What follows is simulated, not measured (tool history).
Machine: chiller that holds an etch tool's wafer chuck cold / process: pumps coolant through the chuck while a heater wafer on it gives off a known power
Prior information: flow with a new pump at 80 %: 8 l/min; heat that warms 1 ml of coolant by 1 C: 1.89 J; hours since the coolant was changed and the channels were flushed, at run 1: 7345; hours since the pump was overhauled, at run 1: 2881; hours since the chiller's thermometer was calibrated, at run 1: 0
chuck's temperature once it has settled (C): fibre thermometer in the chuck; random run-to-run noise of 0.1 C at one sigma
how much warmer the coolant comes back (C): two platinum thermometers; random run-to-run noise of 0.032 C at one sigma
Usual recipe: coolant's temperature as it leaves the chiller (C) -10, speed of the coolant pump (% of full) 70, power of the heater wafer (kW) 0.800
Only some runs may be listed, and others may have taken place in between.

run,hour,coolant's temperature as it leaves the chiller (C),speed of the coolant pump (% of full),power of the heater wafer (kW),hours since the coolant was changed and the channels were flushed,hours since the pump was overhauled,hours since the chiller's thermometer was calibrated,chuck's temperature once it has settled (C),how much warmer the coolant comes back (C)
1,0.0,-10,70,0.800,7345,2881,0,-3.1,3.68
2,81.8,-10,85,0.800,7427,2963,82,-4.3,2.94
3,153.0,-10,70,0.590,7498,3034,153,-5.0,2.73
4,273.6,-10,70,0.800,7619,3154,274,-3.2,3.73
5,336.0,-5,70,0.800,7681,3217,336,1.9,3.74
6,458.4,-5,70,0.800,7804,3339,458,1.9,3.71
7,548.4,-6,70,0.800,7894,3429,548,0.7,3.67
8,600.4,-10,70,0.800,7946,3481,600,-3.2,3.64
9,671.5,-10,70,0.800,8017,3552,672,-3.0,3.70
10,767.4,-10,70,0.800,8113,3648,767,-3.1,3.68
11,819.2,-10,80,0.476,8164,3700,819,-6.3,1.89
12,878.8,-8,80,0.419,8224,3760,879,-4.5,1.67
13,931.1,-8,71,0.419,8276,3812,931,-4.4,1.91
14,1047.1,-8,71,0.419,8392,3928,1047,-4.4,1.96
15,1121.1,0,83,1.179,8466,4002,1121,9.0,4.43
16,1173.3,0,83,1.179,8519,4054,1173,8.8,4.47
17,1261.4,-1,74,0.546,8607,4142,1261,3.5,2.34

Forecast run 18:
18,1312.5,-17,75,0.415,8658,4193,1313,?,?

{"run 18": {"chuck's temperature once it has settled (C)": -13.5, "how much warmer the coolant comes back (C)": 1.75}}
Take away the tool's hidden state, keep the run-to-run variation as it was, and the same run would have given chuck's temperature once it has settled (C) -13.5, how much warmer the coolant comes back (C) 1.75.

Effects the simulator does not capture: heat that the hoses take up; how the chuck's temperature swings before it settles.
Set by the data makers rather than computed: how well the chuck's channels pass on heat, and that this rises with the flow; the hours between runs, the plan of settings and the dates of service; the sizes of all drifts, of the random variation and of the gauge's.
